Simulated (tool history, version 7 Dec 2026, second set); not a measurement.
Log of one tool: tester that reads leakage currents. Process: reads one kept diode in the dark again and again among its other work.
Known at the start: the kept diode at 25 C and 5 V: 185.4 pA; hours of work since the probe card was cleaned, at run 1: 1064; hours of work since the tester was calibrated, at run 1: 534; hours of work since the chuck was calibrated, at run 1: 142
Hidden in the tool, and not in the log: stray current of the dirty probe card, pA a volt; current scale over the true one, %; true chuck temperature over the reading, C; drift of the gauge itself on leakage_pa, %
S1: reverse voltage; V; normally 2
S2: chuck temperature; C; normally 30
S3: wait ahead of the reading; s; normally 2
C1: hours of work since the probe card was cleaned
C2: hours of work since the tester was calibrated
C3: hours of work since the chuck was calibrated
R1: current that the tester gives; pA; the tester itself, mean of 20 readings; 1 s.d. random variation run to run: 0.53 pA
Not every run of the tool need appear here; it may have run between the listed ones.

run	hour	S1	S2	S3	C1	C2	C3	R1
1	0	2	30	2	1064	534	142	176.27
2	58.5	2	30	2	1099	569	177	176.44
3	99.6	2	30	2	1124	594	202	176.5
4	147.3	2	30	2	1152	623	230	177.34
5	176	2	30	2	1170	640	247	177.44
6	207	2	28	8.95	1188	659	266	152.54

Run 7 has not been measured yet. What should we expect?
7	252.5	19.24	47	0.69	1215	686	293	?

R1: 1606.26 pA
Had the tool carried no hidden state, the very same run would have given R1 1606.42 pA.
